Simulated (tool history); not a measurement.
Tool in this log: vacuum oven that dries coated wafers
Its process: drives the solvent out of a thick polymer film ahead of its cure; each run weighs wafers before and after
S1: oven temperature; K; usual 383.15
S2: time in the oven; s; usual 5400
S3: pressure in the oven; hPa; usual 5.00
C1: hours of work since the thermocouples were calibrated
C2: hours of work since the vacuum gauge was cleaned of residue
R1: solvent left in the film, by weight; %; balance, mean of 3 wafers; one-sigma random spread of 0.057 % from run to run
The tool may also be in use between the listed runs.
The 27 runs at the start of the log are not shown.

run	day	S1	S2	S3	C1	C2	R1
28	62.000	371.15	6600	9.79	965	845	5.03
29	64.888	371.15	6600	9.79	995	875	5.12
30	68.083	382.15	5640	13.25	1029	908	3.34
31	69.596	383.15	2700	6.06	1045	924	6.47
32	71.988	376.15	2940	3.43	1070	949	7.63
33	74.188	376.15	2940	3.43	1093	972	7.49
34	77.321	383.15	2940	3.43	1126	1005	5.76
35	79.204	383.15	2940	3.43	1145	1025	5.81
36	81.725	374.15	5400	5.00	1172	1052	4.93
37	83.179	374.15	5400	5.00	1187	1067	4.91
38	86.329	397.15	5400	10.49	1220	1100	1.11
39	89.100	397.15	5400	10.49	1249	1129	1.01
40	91.771	397.15	5400	10.49	1277	1157	1.12
41	93.104	377.15	5400	8.01	1291	1171	4.37
42	96.225	369.15	8400	3.94	1324	1204	3.98

Run 43 is up next; what results do you expect?
43	99.312	391.15	7440	4.91	1357	1236	?

{"run 43": {"R1": 0.88}}
Take away the tool's hidden state, keep the run-to-run variation as it was, and the same run would have given R1 0.70 %.

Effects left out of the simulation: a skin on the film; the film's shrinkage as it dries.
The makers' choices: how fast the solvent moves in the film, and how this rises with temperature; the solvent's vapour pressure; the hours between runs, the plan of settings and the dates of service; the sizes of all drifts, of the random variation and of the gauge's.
